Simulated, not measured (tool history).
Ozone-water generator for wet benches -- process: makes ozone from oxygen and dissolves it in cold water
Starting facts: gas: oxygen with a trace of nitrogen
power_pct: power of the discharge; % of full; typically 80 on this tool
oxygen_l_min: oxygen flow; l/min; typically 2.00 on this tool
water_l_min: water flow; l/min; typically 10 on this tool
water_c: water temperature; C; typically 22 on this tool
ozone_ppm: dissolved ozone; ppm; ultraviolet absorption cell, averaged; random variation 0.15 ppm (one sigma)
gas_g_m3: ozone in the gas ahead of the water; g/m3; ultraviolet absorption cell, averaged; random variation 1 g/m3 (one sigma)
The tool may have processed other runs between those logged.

Run 1, hour 0.0: usual settings. Result: ozone_ppm 17.9 ppm, gas_g_m3 179.1 g/m3.
Run 2, hour 67.5: usual settings. Result: ozone_ppm 17.8 ppm, gas_g_m3 176.7 g/m3.
Run 3, hour 158.8: usual settings but water_l_min 9 l/min. Result: ozone_ppm 19.3 ppm, gas_g_m3 177.8 g/m3.
Run 4, hour 245.1: usual settings but oxygen_l_min 1.48 l/min, water_l_min 9 l/min. Result: ozone_ppm 17.8 ppm, gas_g_m3 196.1 g/m3.
Run 5, hour 337.5: usual settings. Result: ozone_ppm 18.0 ppm, gas_g_m3 178.5 g/m3.
Run 6, hour 388.7: usual settings but oxygen_l_min 1.11 l/min. Result: ozone_ppm 14.6 ppm, gas_g_m3 215.7 g/m3.
Run 7, hour 461.9: usual settings but oxygen_l_min 1.11 l/min. Result: ozone_ppm 14.9 ppm, gas_g_m3 217.6 g/m3.
Run 8, hour 545.7: usual settings but oxygen_l_min 1.11 l/min. Result: ozone_ppm 14.6 ppm, gas_g_m3 216.7 g/m3.
Run 9, hour 588.8: usual settings but water_l_min 7 l/min. Result: ozone_ppm 22.9 ppm, gas_g_m3 179.3 g/m3.
Run 10, hour 679.1: usual settings but water_l_min 7 l/min. Result: ozone_ppm 23.1 ppm, gas_g_m3 179.0 g/m3.
Run 11, hour 741.4: usual settings but water_l_min 7 l/min, water_c 16 C. Result: ozone_ppm 25.3 ppm, gas_g_m3 178.4 g/m3.
Run 12, hour 821.3: usual settings but power_pct 78 % of full, oxygen_l_min 1.57 l/min, water_l_min 16 l/min, water_c 16 C. Result: ozone_ppm 11.3 ppm, gas_g_m3 191.9 g/m3.
Run 13, hour 862.2: usual settings but power_pct 94 % of full. Result: ozone_ppm 20.0 ppm, gas_g_m3 195.9 g/m3.
Run 14, hour 905.1: usual settings but oxygen_l_min 1.08 l/min, water_l_min 7 l/min, water_c 27 C. Result: ozone_ppm 18.2 ppm, gas_g_m3 217.0 g/m3.
Run 15, hour 971.5: usual settings but power_pct 60 % of full, oxygen_l_min 2.28 l/min, water_c 18 C. Result: ozone_ppm 17.0 ppm, gas_g_m3 147.7 g/m3.
Run 16, hour 1050.6: usual settings but power_pct 63 % of full, oxygen_l_min 2.59 l/min, water_c 29 C. Result: ozone_ppm 15.2 ppm, gas_g_m3 147.8 g/m3.
Run 17, hour 1121.7: usual settings but power_pct 57 % of full, oxygen_l_min 2.59 l/min, water_c 29 C. Result: ozone_ppm 14.4 ppm, gas_g_m3 139.0 g/m3.
Run 18, hour 1172.9: usual settings but power_pct 57 % of full, oxygen_l_min 2.59 l/min, water_c 29 C. Result: ozone_ppm 14.0 ppm, gas_g_m3 138.8 g/m3.

Alternative continuations, all from the tool just after run 18; predict every row:
Run A, hour 1237.6: usual settings but oxygen_l_min 2.34 l/min. Result: ozone_ppm ?, gas_g_m3 ?.
Run B, hour 1237.6: usual settings but power_pct 46 % of full, oxygen_l_min 2.59 l/min, water_l_min 8 l/min, water_c 29 C. Result: ozone_ppm ?, gas_g_m3 ?.
Run C, hour 1237.6: usual settings but power_pct 57 % of full, oxygen_l_min 2.59 l/min, water_l_min 12 l/min, water_c 29 C. Result: ozone_ppm ?, gas_g_m3 ?.

run  ozone_ppm  gas_g_m3
  A       18.7     171.6
  B       14.7     124.3
  C       12.6     140.4
Without the tool's hidden state the same runs would have given:
run  ozone_ppm  gas_g_m3
  A       18.7     169.3
  B       14.7     122.7
  C       12.6     138.5

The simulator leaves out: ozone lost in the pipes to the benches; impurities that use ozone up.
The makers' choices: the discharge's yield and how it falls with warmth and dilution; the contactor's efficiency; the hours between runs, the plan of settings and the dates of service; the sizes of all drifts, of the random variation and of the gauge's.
